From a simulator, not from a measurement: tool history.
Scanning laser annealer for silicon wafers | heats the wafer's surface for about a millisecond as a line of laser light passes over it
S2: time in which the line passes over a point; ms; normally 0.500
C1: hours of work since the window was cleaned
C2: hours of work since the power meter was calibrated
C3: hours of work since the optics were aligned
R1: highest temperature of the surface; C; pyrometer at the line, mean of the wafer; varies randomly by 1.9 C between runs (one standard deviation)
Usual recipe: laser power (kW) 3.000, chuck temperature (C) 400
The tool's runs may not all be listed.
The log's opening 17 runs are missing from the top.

{"run": 18, "hour": 1181.7, "laser power (kW)": 3.263, "S2": 0.491, "chuck temperature (C)": 400, "C1": 442, "C2": 1297, "C3": 489, "R1": 1157}
{"run": 19, "hour": 1224.5, "laser power (kW)": 3.199, "S2": 0.415, "chuck temperature (C)": 391, "C1": 474, "C2": 1329, "C3": 521, "R1": 1070}
{"run": 20, "hour": 1270.5, "laser power (kW)": 3.199, "S2": 0.415, "chuck temperature (C)": 391, "C1": 509, "C2": 1364, "C3": 556, "R1": 1067}
{"run": 21, "hour": 1316.3, "laser power (kW)": 2.864, "S2": 0.449, "chuck temperature (C)": 394, "C1": 544, "C2": 1399, "C3": 591, "R1": 1001}
{"run": 22, "hour": 1379.7, "laser power (kW)": 2.864, "S2": 0.449, "chuck temperature (C)": 394, "C1": 592, "C2": 1447, "C3": 639, "R1": 996}
{"run": 23, "hour": 1424.0, "laser power (kW)": 3.26, "S2": 0.368, "chuck temperature (C)": 372, "C1": 625, "C2": 1480, "C3": 672, "R1": 1015}
{"hour": 1492.2, "done": "window over the wafer cleaned"}
{"run": 24, "hour": 1493.7, "laser power (kW)": 2.863, "S2": 0.376, "chuck temperature (C)": 362, "C1": 1, "C2": 1531, "C3": 723, "R1": 947}
{"run": 25, "hour": 1582.5, "laser power (kW)": 2.989, "S2": 0.501, "chuck temperature (C)": 400, "C1": 68, "C2": 1598, "C3": 790, "R1": 1105}
{"run": 26, "hour": 1624.4, "laser power (kW)": 2.985, "S2": 0.501, "chuck temperature (C)": 367, "C1": 100, "C2": 1630, "C3": 822, "R1": 1071}
{"run": 27, "hour": 1714.1, "laser power (kW)": 2.985, "S2": 0.501, "chuck temperature (C)": 367, "C1": 168, "C2": 1698, "C3": 890, "R1": 1065}
{"run": 28, "hour": 1805.4, "laser power (kW)": 2.985, "S2": 0.501, "chuck temperature (C)": 411, "C1": 237, "C2": 1767, "C3": 959, "R1": 1101}
{"run": 29, "hour": 1863.3, "laser power (kW)": 2.954, "S2": 0.536, "chuck temperature (C)": 407, "C1": 280, "C2": 1810, "C3": 1002, "R1": 1110}
{"run": 30, "hour": 1905.3, "laser power (kW)": 3.0, "S2": 0.5, "chuck temperature (C)": 421, "C1": 312, "C2": 1842, "C3": 1034, "R1": 1108}
{"run": 31, "hour": 1992.4, "laser power (kW)": 2.8, "S2": 0.6, "chuck temperature (C)": 371, "C1": 378, "C2": 1908, "C3": 1100, "R1": 1054}
{"run": 32, "hour": 2083.3, "laser power (kW)": 2.8, "S2": 0.6, "chuck temperature (C)": 387, "C1": 446, "C2": 1976, "C3": 1169, "R1": 1065}
{"run": 33, "hour": 2136.7, "laser power (kW)": 3.0, "S2": 0.5, "chuck temperature (C)": 389, "C1": 487, "C2": 2017, "C3": 1209, "R1": 1063}
{"run": 34, "hour": 2222.9, "laser power (kW)": 3.0, "S2": 0.5, "chuck temperature (C)": 389, "C1": 552, "C2": 2082, "C3": 1274, "R1": 1057}
{"run": 35, "hour": 2302.5, "laser power (kW)": 2.723, "S2": 0.471, "chuck temperature (C)": 374, "C1": 612, "C2": 2142, "C3": 1334, "R1": 942}
{"run": 36, "hour": 2357.8, "laser power (kW)": 2.858, "S2": 0.378, "chuck temperature (C)": 374, "C1": 654, "C2": 2184, "C3": 1376, "R1": 918}

Branching from run 36: 4 alternative next runs. What would each branch give?
{"hour": 2387.7, "done": "window over the wafer cleaned"}
{"run": "A", "hour": 2416.4, "laser power (kW)": 2.858, "S2": 0.429, "chuck temperature (C)": 374, "C1": 22, "C2": 2226, "C3": 1419, "R1": "?"}
{"hour": 2387.7, "done": "window over the wafer cleaned"}
{"run": "B", "hour": 2416.4, "laser power (kW)": 2.717, "S2": 0.378, "chuck temperature (C)": 411, "C1": 22, "C2": 2226, "C3": 1419, "R1": "?"}
{"hour": 2387.7, "done": "window over the wafer cleaned"}
{"run": "C", "hour": 2416.4, "laser power (kW)": 2.983, "S2": 0.606, "chuck temperature (C)": 374, "C1": 22, "C2": 2226, "C3": 1419, "R1": "?"}
{"hour": 2387.7, "done": "window over the wafer cleaned"}
{"run": "D", "hour": 2416.4, "laser power (kW)": 2.557, "S2": 0.378, "chuck temperature (C)": 374, "C1": 22, "C2": 2226, "C3": 1419, "R1": "?"}

run=A R1=992
run=B R1=949
run=C R1=1145
run=D R1=876
The same runs, with their run-to-run variation unchanged, on a tool lacking any hidden condition would have given:
run=A R1=1023
run=B R1=976
run=C R1=1183
run=D R1=901

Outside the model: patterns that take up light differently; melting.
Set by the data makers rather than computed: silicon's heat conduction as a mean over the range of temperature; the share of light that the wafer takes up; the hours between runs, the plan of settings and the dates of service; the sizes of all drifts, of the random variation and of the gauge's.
